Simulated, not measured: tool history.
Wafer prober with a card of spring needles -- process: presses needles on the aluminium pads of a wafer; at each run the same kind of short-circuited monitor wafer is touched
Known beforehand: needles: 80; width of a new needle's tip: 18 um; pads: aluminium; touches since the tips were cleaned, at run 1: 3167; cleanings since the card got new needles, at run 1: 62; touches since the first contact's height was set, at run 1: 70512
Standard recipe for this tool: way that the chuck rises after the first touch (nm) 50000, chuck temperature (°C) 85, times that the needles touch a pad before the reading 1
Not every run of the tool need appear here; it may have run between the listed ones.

| run | hour | way that the chuck rises after the first touch (nm) | chuck temperature (°C) | times that the needles touch a pad before the reading | touches since the tips were cleaned | cleanings since the card got new needles | touches since the first contact's height was set | resistance of one needle with its contact and lead (mohm) | way that a needle slides on the pad (nm) |
|---|---|---|---|---|---|---|---|---|---|
| 1 | 0 | 50000 | 85 | 1 | 3167 | 62 | 70512 | 276 | 11960 |
|  | 2.4 | tips cleaned on abrasive film |
|  | 10.7 | tips cleaned on abrasive film |
| 2 | 12.3 | 50000 | 85 | 1 | 770 | 64 | 76346 | 259 | 11950 |
|  | 19.1 | tips cleaned on abrasive film |
| 3 | 24.4 | 50000 | 89 | 1 | 2548 | 65 | 82101 | 268 | 12010 |
|  | 27.7 | tips cleaned on abrasive film |
|  | 36.9 | tips cleaned on abrasive film |
| 4 | 38.2 | 50000 | 85 | 1 | 622 | 67 | 88639 | 260 | 11940 |
|  | 45.1 | tips cleaned on abrasive film |
| 5 | 46.6 | 50000 | 85 | 1 | 743 | 68 | 92659 | 263 | 11860 |
|  | 54 | tips cleaned on abrasive film |
| 6 | 55.2 | 50000 | 100 | 1 | 596 | 69 | 96725 | 260 | 11870 |
|  | 63.2 | tips cleaned on abrasive film |
|  | 71.3 | tips cleaned on abrasive film |
| 7 | 71.4 | 50000 | 100 | 1 | 47 | 71 | 104439 | 257 | 11840 |
|  | 79.9 | tips cleaned on abrasive film |
|  | 81.7 | height of the first contact set anew |
| 8 | 81.7 | 50000 | 100 | 1 | 709 | 72 | 0 | 262 | 12290 |
|  | 88.7 | tips cleaned on abrasive film |
| 9 | 89.7 | 50000 | 100 | 1 | 486 | 73 | 3838 | 261 | 12260 |
|  | 97.6 | tips cleaned on abrasive film |
|  | 106.2 | tips cleaned on abrasive film |
| 10 | 106.2 | 50000 | 89 | 3 | 0 | 75 | 11640 | 257 | 12200 |
|  | 115.3 | tips cleaned on abrasive film |
| 11 | 121 | 47000 | 85 | 1 | 2769 | 76 | 18752 | 274 | 11460 |
|  | 123.4 | tips cleaned on abrasive film |
|  | 131.9 | tips cleaned on abrasive film |
| 12 | 138.1 | 47000 | 85 | 1 | 2993 | 78 | 26878 | 282 | 11420 |
|  | 140.6 | tips cleaned on abrasive film |
|  | 148.6 | tips cleaned on abrasive film |
| 13 | 150.3 | 52000 | 70 | 1 | 826 | 80 | 32650 | 258 | 12680 |
|  | 157.2 | tips cleaned on abrasive film |
|  | 165.6 | tips cleaned on abrasive film |
| 14 | 169.1 | 51000 | 32 | 1 | 1649 | 82 | 41551 | 248 | 12330 |
|  | 173.8 | tips cleaned on abrasive film |
| 15 | 179.6 | 51000 | 32 | 1 | 2804 | 83 | 46598 | 260 | 12330 |
|  | 182 | tips cleaned on abrasive film |
|  | 190.1 | tips cleaned on abrasive film |
|  | 198.5 | tips cleaned on abrasive film |
| 16 | 198.5 | 51000 | 32 | 1 | 0 | 86 | 55531 | 240 | 12260 |

Pick out some run-to-run changes in resistance of one needle with its contact and lead (mohm). Of each, how much would a tool without hidden state show as well, from the settings, what came in and chance, and how much is left for the hidden state and any gauge scatter not in both results compared?
The hidden state here: debris on the tips, nm; way that the needles fall short of the set height, um; tips' diameter, um; drift of the gauge itself on contact_mohm, %; drift of the gauge itself on scrub_um, %.
Run 10 -> 11: way that the chuck rises after the first touch (nm) 50000 -> 47000, chuck temperature (°C) 89 -> 85, times that the needles touch a pad before the reading 3 -> 1, tips cleaned on abrasive film. resistance of one needle with its contact and lead (mohm) +17: hidden state +22, all else -5.
Run 12 -> 13: way that the chuck rises after the first touch (nm) 47000 -> 52000, chuck temperature (°C) 85 -> 70, tips cleaned on abrasive film, tips cleaned on abrasive film. resistance of one needle with its contact and lead (mohm) -24: hidden state -15, all else -9.

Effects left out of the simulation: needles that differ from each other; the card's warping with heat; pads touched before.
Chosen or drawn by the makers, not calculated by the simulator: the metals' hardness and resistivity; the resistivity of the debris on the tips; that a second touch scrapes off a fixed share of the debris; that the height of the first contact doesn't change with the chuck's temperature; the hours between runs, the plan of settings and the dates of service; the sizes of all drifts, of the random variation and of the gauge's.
